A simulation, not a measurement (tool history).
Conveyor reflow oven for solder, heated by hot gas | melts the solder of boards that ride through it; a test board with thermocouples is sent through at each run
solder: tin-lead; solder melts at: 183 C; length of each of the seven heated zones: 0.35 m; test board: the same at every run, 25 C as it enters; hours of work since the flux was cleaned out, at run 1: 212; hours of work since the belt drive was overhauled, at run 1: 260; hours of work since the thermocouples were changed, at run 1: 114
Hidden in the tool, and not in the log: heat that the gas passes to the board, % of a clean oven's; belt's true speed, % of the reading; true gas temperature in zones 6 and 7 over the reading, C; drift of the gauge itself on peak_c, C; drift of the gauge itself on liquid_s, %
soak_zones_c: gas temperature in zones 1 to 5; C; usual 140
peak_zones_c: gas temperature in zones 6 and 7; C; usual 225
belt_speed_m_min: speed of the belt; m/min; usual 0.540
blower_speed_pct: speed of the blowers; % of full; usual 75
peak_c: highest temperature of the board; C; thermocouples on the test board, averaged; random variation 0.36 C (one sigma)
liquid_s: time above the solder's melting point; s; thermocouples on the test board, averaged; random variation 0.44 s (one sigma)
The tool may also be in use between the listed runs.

| run | day | soak_zones_c | peak_zones_c | belt_speed_m_min | blower_speed_pct | hours of work since the flux was cleaned out | hours of work since the belt drive was overhauled | hours of work since the thermocouples were changed | peak_c | liquid_s |
|---|---|---|---|---|---|---|---|---|---|---|
| 1 | 0.000 | 140 | 225 | 0.540 | 75 | 212 | 260 | 114 | 208.4 | 50.3 |
| 2 | 0.508 | 140 | 225 | 0.540 | 75 | 221 | 270 | 123 | 208.3 | 50.7 |
| 3 | 1.462 | 140 | 225 | 0.540 | 75 | 239 | 288 | 141 | 207.8 | 49.7 |
| 4 | 2.183 | 140 | 225 | 0.540 | 75 | 252 | 301 | 155 | 207.3 | 50.6 |
| 5 | 2.804 | 140 | 225 | 0.540 | 75 | 264 | 313 | 166 | 207.3 | 49.3 |
| 6 | 3.712 | 140 | 225 | 0.540 | 75 | 281 | 330 | 183 | 207.1 | 48.9 |
| 7 | 4.312 | 140 | 225 | 0.540 | 75 | 292 | 341 | 194 | 207.3 | 49.8 |
|  | 4.758 | flux residue cleaned out of gas plates and filters |
| 8 | 5.079 | 140 | 225 | 0.540 | 75 | 6 | 351 | 205 | 210.0 | 53.4 |
|  | 5.321 | belt drive overhauled, speed set with a stopwatch |
| 9 | 6.142 | 140 | 225 | 0.608 | 75 | 23 | 15 | 221 | 206.2 | 42.7 |
| 10 | 6.654 | 155 | 225 | 0.540 | 75 | 32 | 25 | 231 | 212.3 | 62.0 |
| 11 | 7.488 | 132 | 225 | 0.540 | 75 | 48 | 40 | 247 | 208.0 | 47.9 |
|  | 8.546 | belt drive overhauled, speed set with a stopwatch, once more |
| 12 | 8.554 | 132 | 227 | 0.459 | 75 | 65 | 0 | 263 | 213.6 | 64.8 |
| 13 | 9.462 | 132 | 227 | 0.459 | 75 | 81 | 17 | 280 | 213.6 | 64.7 |
| 14 | 10.150 | 132 | 227 | 0.459 | 75 | 94 | 30 | 293 | 213.3 | 65.3 |
| 15 | 10.942 | 132 | 227 | 0.459 | 75 | 109 | 45 | 308 | 213.7 | 63.8 |
| 16 | 11.883 | 146 | 225 | 0.540 | 86 | 127 | 62 | 325 | 210.9 | 57.3 |
| 17 | 12.279 | 147 | 225 | 0.540 | 58 | 134 | 70 | 333 | 206.7 | 51.4 |
| 18 | 13.146 | 154 | 221 | 0.494 | 59 | 150 | 86 | 349 | 206.4 | 62.5 |
| 19 | 13.992 | 154 | 221 | 0.494 | 59 | 166 | 101 | 365 | 207.5 | 62.1 |
| 20 | 14.508 | 154 | 221 | 0.494 | 59 | 176 | 111 | 374 | 207.1 | 62.0 |

Forecast each of these 4 alternatives for the next run:
| A | 15.321 | 126 | 234 | 0.489 | 59 | 191 | 126 | 389 | ? | ? |
| B | 15.321 | 136 | 221 | 0.474 | 89 | 191 | 126 | 389 | ? | ? |
| C | 15.321 | 132 | 225 | 0.560 | 87 | 191 | 126 | 389 | ? | ? |
| D | 15.321 | 140 | 225 | 0.540 | 55 | 191 | 126 | 389 | ? | ? |

| run | peak_c | liquid_s |
|---|---|---|
| A | 212.5 | 56.3 |
| B | 208.1 | 58.7 |
| C | 207.2 | 44.5 |
| D | 205.0 | 45.5 |
Without the tool's hidden state the same runs would have given:
| run | peak_c | liquid_s |
|---|---|---|
| A | 215.0 | 58.7 |
| B | 210.4 | 61.4 |
| C | 209.9 | 47.4 |
| D | 207.3 | 48.4 |
